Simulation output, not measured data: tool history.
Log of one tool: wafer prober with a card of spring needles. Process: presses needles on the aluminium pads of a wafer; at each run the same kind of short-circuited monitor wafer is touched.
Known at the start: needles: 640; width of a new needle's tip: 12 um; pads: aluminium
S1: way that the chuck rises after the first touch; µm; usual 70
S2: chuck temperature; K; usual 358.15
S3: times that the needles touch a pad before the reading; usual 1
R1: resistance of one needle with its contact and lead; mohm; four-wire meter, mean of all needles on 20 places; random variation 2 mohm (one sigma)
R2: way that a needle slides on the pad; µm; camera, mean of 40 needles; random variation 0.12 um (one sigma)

run     day  S1      S2  S3   R1     R2
  1   0.000  70  358.15   1  299  13.44
      0.171  -- tips cleaned on abrasive film
      0.471  -- tips cleaned on abrasive film
  2   0.679  70  342.15   1  319  13.46
      0.738  -- tips cleaned on abrasive film
      0.996  -- tips cleaned on abrasive film
  3   1.112  74  358.15   1  284  14.07
      1.254  -- tips cleaned on abrasive film
      1.517  -- tips cleaned on abrasive film
  4   1.654  74  358.15   1  297  14.04
      1.779  -- tips cleaned on abrasive film
      2.062  -- tips cleaned on abrasive film
      2.342  -- tips cleaned on abrasive film
  5   2.354  56  358.15   1  252  10.28
      2.633  -- tips cleaned on abrasive film
      2.925  -- tips cleaned on abrasive film
  6   3.125  56  310.15   1  392  10.30
      3.192  -- tips cleaned on abrasive film
  7   3.442  70  358.15   1  338  13.04
      3.504  -- tips cleaned on abrasive film
      3.800  -- tips cleaned on abrasive film
  8   3.988  70  358.15   1  330  13.12
      4.100  -- tips cleaned on abrasive film
      4.408  -- tips cleaned on abrasive film
      4.471  -- height of the first contact set anew
      4.704  -- tips cleaned on abrasive film
  9   4.708  70  358.15   1  231  12.17
      4.983  -- tips cleaned on abrasive film
      5.288  -- tips cleaned on abrasive film
 10   5.354  70  358.15   1  296  11.92
      5.558  -- tips cleaned on abrasive film
      5.875  -- tips cleaned on abrasive film
 11   5.900  70  312.15   1  248  12.19
      6.133  -- tips cleaned on abrasive film
      6.429  -- tips cleaned on abrasive film
 12   6.562  70  358.15   2  288  12.09
      6.717  -- tips cleaned on abrasive film
      6.971  -- height of the first contact set anew, once more
      7.012  -- tips cleaned on abrasive film
 13   7.175  85  358.15   1  282  17.39
      7.296  -- tips cleaned on abrasive film
      7.596  -- tips cleaned on abrasive film
 14   7.633  85  358.15   1  243  17.19
      7.858  -- tips cleaned on abrasive film
      8.142  -- tips cleaned on abrasive film
 15   8.171  58  302.15   3  225  11.89
      8.412  -- tips cleaned on abrasive film
      8.675  -- tips cleaned on abrasive film
 16   8.675  62  304.15   2  214  12.52
      8.979  -- tips cleaned on abrasive film
 17   8.992  60  304.15   1  237  12.00
      9.262  -- tips cleaned on abrasive film
      9.550  -- tips cleaned on abrasive film
 18   9.612  70  358.15   3  237  14.41
      9.846  -- tips cleaned on abrasive film
     10.142  -- tips cleaned on abrasive film
 19  10.225  65  358.15   3  243  12.88
     10.446  -- tips cleaned on abrasive film
     10.746  -- tips cleaned on abrasive film
 20  10.775  70  358.15   1  258  13.80
     11.054  -- tips cleaned on abrasive film
     11.317  -- tips cleaned on abrasive film
 21  11.517  52  317.15   3  286  10.23
     11.608  -- tips cleaned on abrasive film
     11.888  -- tips cleaned on abrasive film
     12.175  -- tips cleaned on abrasive film
 22  12.262  84  314.15   3  226  16.64
     12.446  -- tips cleaned on abrasive film
     12.738  -- tips cleaned on abrasive film
 23  12.962  84  314.15   3  241  16.68
     13.000  -- tips cleaned on abrasive film
     13.300  -- tips cleaned on abrasive film
     13.554  -- tips cleaned on abrasive film
 24  13.579  59  387.15   3  243  11.71
     13.850  -- tips cleaned on abrasive film
 25  14.088  59  387.15   3  287  11.51
     14.129  -- tips cleaned on abrasive film
     14.396  -- tips cleaned on abrasive film
     14.667  -- tips cleaned on abrasive film
 26  14.758  53  387.15   1  366  10.10
     14.979  -- tips cleaned on abrasive film
     15.242  -- tips cleaned on abrasive film
 27  15.258  53  387.15   1  280  10.28

Measured less the same run without the tool's hidden state. The same run-to-run variation is in both; the gauge's scatter may not be:
The hidden state here: debris on the tips, nm; way that the needles fall short of the set height, um; tips' diameter, um; drift of the gauge itself on contact_mohm, %; drift of the gauge itself on scrub_um, %.
run    R1     R2
  1   +84  -0.92
  2  +114  -0.96
  3   +71  -1.00
  4   +87  -1.04
  5   +37  -1.10
  6  +187  -1.14
  7  +124  -1.15
  8  +116  -1.21
  9   +19  -2.09
 10   +80  -2.14
 11   +47  -2.19
 12   +76  -2.26
 13   +68  -0.02
 14   +34  -0.07
 15   +22  -0.11
 16   +14  -0.14
 17   +34  -0.16
 18   +26  -0.20
 19   +30  -0.23
 20   +42  -0.27
 21   +77  -0.31
 22   +25  -0.39
 23   +36  -0.43
 24   +21  -0.47
 25   +63  -0.50
 26  +142  -0.56
 27   +55  -0.61
